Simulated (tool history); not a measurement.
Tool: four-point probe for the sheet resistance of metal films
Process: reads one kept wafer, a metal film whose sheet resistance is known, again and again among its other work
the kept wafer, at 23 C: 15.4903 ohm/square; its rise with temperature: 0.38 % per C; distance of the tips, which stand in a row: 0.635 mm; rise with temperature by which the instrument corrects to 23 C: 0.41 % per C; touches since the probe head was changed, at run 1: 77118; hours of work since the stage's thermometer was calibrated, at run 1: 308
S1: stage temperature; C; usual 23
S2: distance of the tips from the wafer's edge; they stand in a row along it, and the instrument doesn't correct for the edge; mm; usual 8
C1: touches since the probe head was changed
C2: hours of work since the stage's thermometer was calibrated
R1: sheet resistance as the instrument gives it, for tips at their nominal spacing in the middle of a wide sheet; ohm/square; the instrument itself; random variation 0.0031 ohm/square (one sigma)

run,day,S1,S2,C1,C2,R1
1,0.000,23,8,77118,308,15.506001
2,2.104,23,8,78698,338,15.501620
3,3.446,23,8,79704,357,15.501714
4,6.038,23,8,81651,394,15.497172
5,7.433,26,8,82698,414,15.480155
6,9.562,26,8,84296,444,15.479465
7,11.071,29,8,85427,466,15.461024
8,13.379,33,8,87159,499,15.445922
9,15.671,33,8,88877,532,15.444638
# day 15.883: stage's thermometer calibrated
10,17.638,33,8,90340,25,15.435980
11,18.988,33,8,91353,44,15.443628
# day 19.950: new probe head fitted
12,21.471,21,6,1141,79,15.567385
13,23.554,33,32,2704,109,15.423231
14,26.017,33,32,4553,145,15.423802
15,28.979,33,32,6775,187,15.420420
16,31.029,33,32,8316,216,15.416936

4 ways to go on from here, each from the tool as it stands after run 16. What would each give?
# day 33.704: stage's thermometer calibrated, once more
A,33.958,18,4,10496,4,?
# day 33.704: stage's thermometer calibrated, once more
B,33.958,26,73,10496,4,?
# day 33.704: stage's thermometer calibrated, once more
C,33.958,21,9,10496,4,?
# day 33.704: stage's thermometer calibrated, once more
D,33.958,19,8,10496,4,?

run,R1
A,15.679749
B,15.439366
C,15.501485
D,15.526496
Without the tool's hidden state the same runs would have given:
run,R1
A,15.720507
B,15.479481
C,15.541789
D,15.566878

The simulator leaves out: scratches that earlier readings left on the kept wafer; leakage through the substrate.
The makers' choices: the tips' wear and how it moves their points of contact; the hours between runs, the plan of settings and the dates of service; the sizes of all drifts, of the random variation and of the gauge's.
